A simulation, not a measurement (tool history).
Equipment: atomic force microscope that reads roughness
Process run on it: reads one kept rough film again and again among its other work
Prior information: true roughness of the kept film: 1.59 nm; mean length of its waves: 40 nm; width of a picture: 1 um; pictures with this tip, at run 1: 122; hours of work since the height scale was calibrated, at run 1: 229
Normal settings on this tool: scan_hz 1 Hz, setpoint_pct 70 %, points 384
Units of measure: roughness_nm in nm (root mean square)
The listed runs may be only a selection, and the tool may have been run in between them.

| run | hour | scan_hz | setpoint_pct | points | pictures with this tip | hours of work since the height scale was calibrated | roughness_nm |
|---|---|---|---|---|---|---|---|
| 1 | 0 | 1 | 70 | 384 | 122 | 229 | 1.407 |
| 2 | 22.4 | 1 | 70 | 384 | 148 | 240 | 1.405 |
| 3 | 53.7 | 1 | 70 | 384 | 184 | 255 | 1.392 |
| 4 | 86.6 | 1 | 70 | 384 | 223 | 272 | 1.371 |
| 5 | 115.2 | 1 | 70 | 384 | 256 | 285 | 1.367 |
| 6 | 131.7 | 1 | 80 | 384 | 275 | 294 | 1.332 |
| 7 | 148.8 | 1 | 80 | 384 | 295 | 302 | 1.32 |
|  | 151.6 | height scale calibrated on a step standard |
| 8 | 188.3 | 1.43 | 83 | 593 | 339 | 18 | 1.259 |
|  | 191.6 | new tip fitted |
| 9 | 222.2 | 1 | 61 | 280 | 36 | 34 | 1.469 |
| 10 | 244.1 | 1 | 71 | 348 | 61 | 45 | 1.429 |
| 11 | 281.1 | 1 | 71 | 348 | 104 | 63 | 1.411 |
|  | 305.2 | height scale calibrated on a step standard, once more |
| 12 | 310.9 | 1.38 | 87 | 438 | 137 | 3 | 1.324 |
| 13 | 332.6 | 1 | 70 | 357 | 163 | 13 | 1.422 |
| 14 | 360.5 | 1 | 70 | 585 | 195 | 27 | 1.394 |

Alternative continuations, all from the tool just after run 14; predict every row:
| A | 393.1 | 1.37 | 64 | 510 | 233 | 43 | ? |
| B | 393.1 | 0.89 | 88 | 314 | 233 | 43 | ? |
| C | 393.1 | 0.55 | 87 | 258 | 233 | 43 | ? |
| D | 393.1 | 1.08 | 88 | 612 | 233 | 43 | ? |
| E | 393.1 | 1.87 | 70 | 585 | 233 | 43 | ? |

| run | roughness_nm |
|---|---|
| A | 1.387 |
| B | 1.325 |
| C | 1.348 |
| D | 1.302 |
| E | 1.353 |
With no hidden state in the tool, these same runs would have given:
| run | roughness_nm |
|---|---|
| A | 1.486 |
| B | 1.419 |
| C | 1.444 |
| D | 1.395 |
| E | 1.449 |
